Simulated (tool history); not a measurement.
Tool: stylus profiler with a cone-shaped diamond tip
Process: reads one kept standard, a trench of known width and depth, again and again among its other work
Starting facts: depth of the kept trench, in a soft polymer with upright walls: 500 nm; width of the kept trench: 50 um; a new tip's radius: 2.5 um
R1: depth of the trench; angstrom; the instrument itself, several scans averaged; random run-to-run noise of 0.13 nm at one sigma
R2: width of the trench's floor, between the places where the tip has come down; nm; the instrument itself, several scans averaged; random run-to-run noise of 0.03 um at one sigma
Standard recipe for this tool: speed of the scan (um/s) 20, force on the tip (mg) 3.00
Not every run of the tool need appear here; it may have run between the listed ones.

run 1 hour=0.0 | speed_of_the_scan_(um/s)=20 force_on_the_tip_(mg)=3.00 | R1=5116.9 R2=46390
run 2 hour=60.2 | speed_of_the_scan_(um/s)=20 force_on_the_tip_(mg)=3.00 | R1=5113.5 R2=46370
run 3 hour=98.5 | speed_of_the_scan_(um/s)=20 force_on_the_tip_(mg)=3.08 | R1=5120.5 R2=46350
run 4 hour=159.1 | speed_of_the_scan_(um/s)=20 force_on_the_tip_(mg)=3.08 | R1=5118.9 R2=46340
run 5 hour=210.6 | speed_of_the_scan_(um/s)=20 force_on_the_tip_(mg)=3.08 | R1=5121.5 R2=46360
run 6 hour=246.4 | speed_of_the_scan_(um/s)=20 force_on_the_tip_(mg)=3.08 | R1=5120.9 R2=46340
run 7 hour=298.2 | speed_of_the_scan_(um/s)=20 force_on_the_tip_(mg)=3.08 | R1=5119.6 R2=46290
run 8 hour=328.8 | speed_of_the_scan_(um/s)=20 force_on_the_tip_(mg)=3.08 | R1=5121.3 R2=46340
run 9 hour=376.7 | speed_of_the_scan_(um/s)=20 force_on_the_tip_(mg)=3.08 | R1=5121.9 R2=46280
run 10 hour=428.9 | speed_of_the_scan_(um/s)=20 force_on_the_tip_(mg)=3.08 | R1=5120.6 R2=46340
run 11 hour=468.8 | speed_of_the_scan_(um/s)=53 force_on_the_tip_(mg)=3.00 | R1=5120.5 R2=46060
run 12 hour=525.9 | speed_of_the_scan_(um/s)=20 force_on_the_tip_(mg)=3.00 | R1=5120.7 R2=46230
run 13 hour=556.9 | speed_of_the_scan_(um/s)=20 force_on_the_tip_(mg)=3.00 | R1=5122.0 R2=46220
-- hour=567.1 height scale calibrated on a step standard
run 14 hour=606.6 | speed_of_the_scan_(um/s)=20 force_on_the_tip_(mg)=3.00 | R1=5101.0 R2=46260
run 15 hour=661.7 | speed_of_the_scan_(um/s)=20 force_on_the_tip_(mg)=3.00 | R1=5098.9 R2=46230
run 16 hour=713.0 | speed_of_the_scan_(um/s)=20 force_on_the_tip_(mg)=3.00 | R1=5097.7 R2=46280
run 17 hour=747.9 | speed_of_the_scan_(um/s)=20 force_on_the_tip_(mg)=3.00 | R1=5100.5 R2=46260
run 18 hour=790.7 | speed_of_the_scan_(um/s)=20 force_on_the_tip_(mg)=3.00 | R1=5099.8 R2=46190
run 19 hour=833.4 | speed_of_the_scan_(um/s)=20 force_on_the_tip_(mg)=3.00 | R1=5099.7 R2=46200
run 20 hour=876.3 | speed_of_the_scan_(um/s)=20 force_on_the_tip_(mg)=3.00 | R1=5100.1 R2=46200
run 21 hour=906.5 | speed_of_the_scan_(um/s)=20 force_on_the_tip_(mg)=3.00 | R1=5101.3 R2=46180
run 22 hour=955.5 | speed_of_the_scan_(um/s)=20 force_on_the_tip_(mg)=3.00 | R1=5102.7 R2=46210
run 23 hour=1002.4 | speed_of_the_scan_(um/s)=20 force_on_the_tip_(mg)=3.00 | R1=5102.7 R2=46190
run 24 hour=1055.5 | speed_of_the_scan_(um/s)=44 force_on_the_tip_(mg)=3.00 | R1=5103.4 R2=46000
run 25 hour=1109.6 | speed_of_the_scan_(um/s)=57 force_on_the_tip_(mg)=3.00 | R1=5102.6 R2=45910
run 26 hour=1151.4 | speed_of_the_scan_(um/s)=18 force_on_the_tip_(mg)=8.16 | R1=5200.8 R2=46180
run 27 hour=1202.7 | speed_of_the_scan_(um/s)=5 force_on_the_tip_(mg)=1.40 | R1=5067.1 R2=46180
run 28 hour=1257.3 | speed_of_the_scan_(um/s)=5 force_on_the_tip_(mg)=1.05 | R1=5054.2 R2=46150
run 29 hour=1296.4 | speed_of_the_scan_(um/s)=12 force_on_the_tip_(mg)=1.86 | R1=5079.8 R2=46090
run 30 hour=1351.3 | speed_of_the_scan_(um/s)=27 force_on_the_tip_(mg)=1.56 | R1=5068.7 R2=45970
run 31 hour=1414.0 | speed_of_the_scan_(um/s)=27 force_on_the_tip_(mg)=1.56 | R1=5070.6 R2=46020
run 32 hour=1461.6 | speed_of_the_scan_(um/s)=54 force_on_the_tip_(mg)=5.20 | R1=5150.1 R2=45970
run 33 hour=1524.9 | speed_of_the_scan_(um/s)=12 force_on_the_tip_(mg)=2.53 | R1=5096.4 R2=46080
run 34 hour=1563.2 | speed_of_the_scan_(um/s)=12 force_on_the_tip_(mg)=2.03 | R1=5085.2 R2=46090
run 35 hour=1608.5 | speed_of_the_scan_(um/s)=8 force_on_the_tip_(mg)=7.96 | R1=5197.9 R2=46100
run 36 hour=1650.9 | speed_of_the_scan_(um/s)=20 force_on_the_tip_(mg)=1.20 | R1=5065.0 R2=46020
run 37 hour=1679.8 | speed_of_the_scan_(um/s)=20 force_on_the_tip_(mg)=1.20 | R1=5060.3 R2=45980
run 38 hour=1730.0 | speed_of_the_scan_(um/s)=63 force_on_the_tip_(mg)=5.67 | R1=5162.4 R2=45850
run 39 hour=1775.1 | speed_of_the_scan_(um/s)=20 force_on_the_tip_(mg)=7.93 | R1=5201.4 R2=46000
run 40 hour=1823.0 | speed_of_the_scan_(um/s)=54 force_on_the_tip_(mg)=2.40 | R1=5099.7 R2=45750
run 41 hour=1877.2 | speed_of_the_scan_(um/s)=46 force_on_the_tip_(mg)=2.16 | R1=5092.2 R2=45810
run 42 hour=1924.5 | speed_of_the_scan_(um/s)=46 force_on_the_tip_(mg)=2.16 | R1=5090.3 R2=45700
run 43 hour=1975.2 | speed_of_the_scan_(um/s)=46 force_on_the_tip_(mg)=2.16 | R1=5093.0 R2=45740
run 44 hour=2037.3 | speed_of_the_scan_(um/s)=46 force_on_the_tip_(mg)=2.16 | R1=5093.2 R2=45760
run 45 hour=2090.1 | speed_of_the_scan_(um/s)=7 force_on_the_tip_(mg)=1.54 | R1=5080.0 R2=46020

Consider 5 possible next runs. They are alternatives, not a sequence: every one starts from the tool as it was left by run 45. What does each give?
run A hour=2120.9 | speed_of_the_scan_(um/s)=7 force_on_the_tip_(mg)=3.45 | R1=? R2=?
run B hour=2120.9 | speed_of_the_scan_(um/s)=8 force_on_the_tip_(mg)=4.56 | R1=? R2=?
run C hour=2120.9 | speed_of_the_scan_(um/s)=6 force_on_the_tip_(mg)=3.06 | R1=? R2=?
run D hour=2120.9 | speed_of_the_scan_(um/s)=20 force_on_the_tip_(mg)=1.31 | R1=? R2=?
run E hour=2120.9 | speed_of_the_scan_(um/s)=7 force_on_the_tip_(mg)=5.28 | R1=? R2=?

run=A R1=5123.4 R2=46000
run=B R1=5143.4 R2=45990
run=C R1=5114.1 R2=45970
run=D R1=5071.5 R2=45810
run=E R1=5161.1 R2=46000
With no hidden state in the tool, these same runs would have given:
run=A R1=5108.7 R2=46960
run=B R1=5128.7 R2=46950
run=C R1=5099.4 R2=46930
run=D R1=5057.0 R2=46770
run=E R1=5146.4 R2=46960

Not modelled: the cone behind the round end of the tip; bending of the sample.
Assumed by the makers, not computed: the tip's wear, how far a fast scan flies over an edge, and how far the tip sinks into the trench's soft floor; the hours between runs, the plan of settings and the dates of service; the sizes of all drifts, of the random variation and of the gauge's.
